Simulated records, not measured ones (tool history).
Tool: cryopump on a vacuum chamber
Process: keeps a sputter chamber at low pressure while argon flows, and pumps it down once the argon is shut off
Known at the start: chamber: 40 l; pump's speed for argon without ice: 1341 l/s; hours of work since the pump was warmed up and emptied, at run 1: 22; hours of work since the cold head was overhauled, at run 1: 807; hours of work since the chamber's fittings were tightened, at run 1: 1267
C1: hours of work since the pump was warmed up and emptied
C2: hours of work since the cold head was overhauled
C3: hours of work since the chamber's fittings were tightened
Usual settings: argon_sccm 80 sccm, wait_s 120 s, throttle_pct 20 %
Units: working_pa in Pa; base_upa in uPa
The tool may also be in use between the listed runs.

run 1 hour=0.0 | argon_sccm=80 wait_s=120 throttle_pct=20 | C1=22 C2=807 C3=1267 | working_pa=0.5078 base_upa=1.34
run 2 hour=43.4 | argon_sccm=80 wait_s=23 throttle_pct=20 | C1=52 C2=837 C3=1297 | working_pa=0.5088 base_upa=2.61
run 3 hour=77.0 | argon_sccm=80 wait_s=23 throttle_pct=20 | C1=75 C2=860 C3=1320 | working_pa=0.5102 base_upa=2.64
run 4 hour=102.3 | argon_sccm=58 wait_s=23 throttle_pct=20 | C1=93 C2=877 C3=1337 | working_pa=0.3695 base_upa=2.72
run 5 hour=142.7 | argon_sccm=58 wait_s=23 throttle_pct=20 | C1=120 C2=905 C3=1365 | working_pa=0.3763 base_upa=2.64
run 6 hour=163.7 | argon_sccm=58 wait_s=23 throttle_pct=20 | C1=135 C2=919 C3=1379 | working_pa=0.3753 base_upa=2.77
run 7 hour=191.5 | argon_sccm=58 wait_s=23 throttle_pct=20 | C1=154 C2=938 C3=1398 | working_pa=0.3731 base_upa=2.82
run 8 hour=236.8 | argon_sccm=58 wait_s=23 throttle_pct=20 | C1=185 C2=970 C3=1430 | working_pa=0.3791 base_upa=2.84
run 9 hour=288.1 | argon_sccm=58 wait_s=23 throttle_pct=20 | C1=220 C2=1005 C3=1465 | working_pa=0.3810 base_upa=2.91
run 10 hour=321.8 | argon_sccm=58 wait_s=23 throttle_pct=20 | C1=244 C2=1028 C3=1488 | working_pa=0.3821 base_upa=2.96
run 11 hour=347.9 | argon_sccm=80 wait_s=120 throttle_pct=20 | C1=262 C2=1046 C3=1506 | working_pa=0.5359 base_upa=1.73
run 12 hour=372.0 | argon_sccm=96 wait_s=120 throttle_pct=20 | C1=278 C2=1063 C3=1523 | working_pa=0.6383 base_upa=1.76
run 13 hour=412.4 | argon_sccm=80 wait_s=188 throttle_pct=20 | C1=306 C2=1090 C3=1550 | working_pa=0.5399 base_upa=1.69
run 14 hour=458.9 | argon_sccm=80 wait_s=188 throttle_pct=20 | C1=338 C2=1122 C3=1582 | working_pa=0.5467 base_upa=1.77
-- hour=502.5 pump warmed up, emptied and cooled again
run 15 hour=503.8 | argon_sccm=80 wait_s=154 throttle_pct=20 | C1=1 C2=1150 C3=1610 | working_pa=0.5024 base_upa=1.41
run 16 hour=549.3 | argon_sccm=80 wait_s=120 throttle_pct=20 | C1=32 C2=1181 C3=1641 | working_pa=0.5035 base_upa=1.56
run 17 hour=592.2 | argon_sccm=80 wait_s=120 throttle_pct=20 | C1=62 C2=1211 C3=1670 | working_pa=0.5119 base_upa=1.59
run 18 hour=626.3 | argon_sccm=80 wait_s=120 throttle_pct=20 | C1=85 C2=1234 C3=1694 | working_pa=0.5116 base_upa=1.64
run 19 hour=659.4 | argon_sccm=80 wait_s=120 throttle_pct=20 | C1=108 C2=1257 C3=1717 | working_pa=0.5158 base_upa=1.63
run 20 hour=707.2 | argon_sccm=78 wait_s=151 throttle_pct=24 | C1=141 C2=1290 C3=1750 | working_pa=0.4197 base_upa=1.62
-- hour=718.7 leaking fittings of the chamber tightened, without venting
run 21 hour=748.0 | argon_sccm=78 wait_s=151 throttle_pct=24 | C1=167 C2=1316 C3=20 | working_pa=0.4261 base_upa=0.56

Run 22 comes next. What will it give?
run 22 hour=785.9 | argon_sccm=78 wait_s=151 throttle_pct=24 | C1=193 C2=1342 C3=46 | working_pa=? base_upa=?

working_pa: 0.4290 Pa
base_upa: 0.55 uPa
Without the tool's hidden state the same run would have given working_pa 0.4105 Pa, base_upa 0.47 uPa.

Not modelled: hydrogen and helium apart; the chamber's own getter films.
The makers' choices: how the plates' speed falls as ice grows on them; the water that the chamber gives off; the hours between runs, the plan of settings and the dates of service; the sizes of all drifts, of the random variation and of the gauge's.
